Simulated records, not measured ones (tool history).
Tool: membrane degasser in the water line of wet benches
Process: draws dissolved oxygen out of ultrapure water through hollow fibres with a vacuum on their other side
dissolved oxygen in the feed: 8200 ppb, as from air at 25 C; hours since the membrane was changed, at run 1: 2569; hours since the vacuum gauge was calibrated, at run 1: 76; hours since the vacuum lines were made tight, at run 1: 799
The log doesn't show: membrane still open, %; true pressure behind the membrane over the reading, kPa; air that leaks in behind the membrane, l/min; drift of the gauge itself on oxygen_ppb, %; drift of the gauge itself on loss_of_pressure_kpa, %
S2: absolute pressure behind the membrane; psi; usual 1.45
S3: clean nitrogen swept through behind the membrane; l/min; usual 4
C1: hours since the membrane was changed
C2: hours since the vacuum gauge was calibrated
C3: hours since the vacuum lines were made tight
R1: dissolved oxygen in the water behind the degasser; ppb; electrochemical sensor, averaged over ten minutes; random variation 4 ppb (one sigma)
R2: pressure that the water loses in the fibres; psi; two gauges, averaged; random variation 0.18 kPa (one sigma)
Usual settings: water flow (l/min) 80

run 1 hour=0 | water_flow_(l/min)=80 S2=1.45 S3=4 | C1=2569 C2=76 C3=799 | R1=405 R2=4.706
run 2 hour=145.7 | water_flow_(l/min)=80 S2=1.45 S3=4 | C1=2715 C2=222 C3=945 | R1=395.1 R2=4.699
run 3 hour=256.7 | water_flow_(l/min)=80 S2=1.45 S3=4 | C1=2826 C2=333 C3=1056 | R1=399.4 R2=4.695
run 4 hour=392.3 | water_flow_(l/min)=80 S2=1.45 S3=4 | C1=2961 C2=468 C3=1191 | R1=398.1 R2=4.773
run 5 hour=535.7 | water_flow_(l/min)=80 S2=1.45 S3=4 | C1=3105 C2=612 C3=1335 | R1=402.6 R2=4.741
run 6 hour=652 | water_flow_(l/min)=80 S2=1.45 S3=4 | C1=3221 C2=728 C3=1451 | R1=401.9 R2=4.677
run 7 hour=738.5 | water_flow_(l/min)=80 S2=2.89 S3=4 | C1=3307 C2=814 C3=1537 | R1=789.2 R2=4.725
run 8 hour=821.4 | water_flow_(l/min)=80 S2=2.89 S3=4 | C1=3390 C2=897 C3=1620 | R1=790.2 R2=4.785
run 9 hour=927.4 | water_flow_(l/min)=80 S2=2.89 S3=4 | C1=3496 C2=1003 C3=1726 | R1=786.5 R2=4.759
run 10 hour=1060 | water_flow_(l/min)=80 S2=2.89 S3=4 | C1=3629 C2=1136 C3=1859 | R1=788.8 R2=4.706
run 11 hour=1168.3 | water_flow_(l/min)=80 S2=1.45 S3=4 | C1=3737 C2=1244 C3=1967 | R1=405.8 R2=4.751
run 12 hour=1267.9 | water_flow_(l/min)=80 S2=1.45 S3=4 | C1=3837 C2=1344 C3=2067 | R1=409.6 R2=4.78
run 13 hour=1373.4 | water_flow_(l/min)=80 S2=1.45 S3=4 | C1=3942 C2=1449 C3=2172 | R1=409.8 R2=4.72
run 14 hour=1508.2 | water_flow_(l/min)=80 S2=1.45 S3=4 | C1=4077 C2=1584 C3=2307 | R1=410 R2=4.751
run 15 hour=1631.3 | water_flow_(l/min)=53 S2=1.45 S3=4 | C1=4200 C2=1707 C3=2430 | R1=231.8 R2=3.118
run 16 hour=1751.7 | water_flow_(l/min)=53 S2=1.45 S3=4 | C1=4321 C2=1828 C3=2551 | R1=237.6 R2=3.169
run 17 hour=1826.5 | water_flow_(l/min)=81 S2=3.29 S3=7.83 | C1=4395 C2=1902 C3=2625 | R1=562.8 R2=4.841
run 18 hour=1950.5 | water_flow_(l/min)=80 S2=3.02 S3=7.39 | C1=4519 C2=2027 C3=2749 | R1=539.2 R2=4.724
run 19 hour=2044.3 | water_flow_(l/min)=80 S2=2.39 S3=7.39 | C1=4613 C2=2120 C3=2843 | R1=435.7 R2=4.766
run 20 hour=2144.9 | water_flow_(l/min)=80 S2=0.99 S3=5.07 | C1=4714 C2=2221 C3=2944 | R1=252.8 R2=4.754
run 21 hour=2220.9 | water_flow_(l/min)=117 S2=2.67 S3=2 | C1=4790 C2=2297 C3=3020 | R1=1668.9 R2=6.946
run 22 hour=2288.3 | water_flow_(l/min)=78 S2=2.61 S3=3.75 | C1=4857 C2=2364 C3=3087 | R1=749.1 R2=4.651
run 23 hour=2367.3 | water_flow_(l/min)=78 S2=2.61 S3=3.75 | C1=4936 C2=2443 C3=3166 | R1=741.7 R2=4.618
run 24 hour=2455 | water_flow_(l/min)=80 S2=3.57 S3=4 | C1=5024 C2=2531 C3=3254 | R1=980.4 R2=4.791
run 25 hour=2589.4 | water_flow_(l/min)=56 S2=3.03 S3=4 | C1=5158 C2=2665 C3=3388 | R1=573.8 R2=3.349
run 26 hour=2669.9 | water_flow_(l/min)=88 S2=3.1 S3=2.82 | C1=5239 C2=2746 C3=3469 | R1=1203 R2=5.261
run 27 hour=2742.6 | water_flow_(l/min)=71 S2=3.1 S3=2.82 | C1=5311 C2=2819 C3=3542 | R1=981.4 R2=4.216
run 28 hour=2813.8 | water_flow_(l/min)=95 S2=1.97 S3=3.42 | C1=5383 C2=2890 C3=3613 | R1=756 R2=5.622
run 29 hour=2888.4 | water_flow_(l/min)=95 S2=2.94 S3=3.4 | C1=5457 C2=2964 C3=3687 | R1=1092.2 R2=5.646
run 30 hour=2998.4 | water_flow_(l/min)=95 S2=1.16 S3=9.26 | C1=5567 C2=3074 C3=3797 | R1=305.2 R2=5.709
run 31 hour=3090.3 | water_flow_(l/min)=91 S2=2.18 S3=2.25 | C1=5659 C2=3166 C3=3889 | R1=1000.2 R2=5.455

4 ways to go on from here, each from the tool as it stands after run 31. What would each give?
run A hour=3156.6 | water_flow_(l/min)=49 S2=1.75 S3=2.32 | C1=5725 C2=3233 C3=3955 | R1=? R2=?
run B hour=3156.6 | water_flow_(l/min)=80 S2=1.45 S3=2.38 | C1=5725 C2=3233 C3=3955 | R1=? R2=?
run C hour=3156.6 | water_flow_(l/min)=80 S2=1.8 S3=4 | C1=5725 C2=3233 C3=3955 | R1=? R2=?
run D hour=3156.6 | water_flow_(l/min)=80 S2=1.45 S3=6.69 | C1=5725 C2=3233 C3=3955 | R1=? R2=?

run=A R1=429.1 R2=2.936
run=B R1=581.1 R2=4.808
run=C R1=514.9 R2=4.817
run=D R1=306.3 R2=4.767
Without the tool's hidden state the same runs would have given:
run=A R1=417 R2=2.851
run=B R1=556.2 R2=4.67
run=C R1=493.8 R2=4.679
run=D R1=287.6 R2=4.63

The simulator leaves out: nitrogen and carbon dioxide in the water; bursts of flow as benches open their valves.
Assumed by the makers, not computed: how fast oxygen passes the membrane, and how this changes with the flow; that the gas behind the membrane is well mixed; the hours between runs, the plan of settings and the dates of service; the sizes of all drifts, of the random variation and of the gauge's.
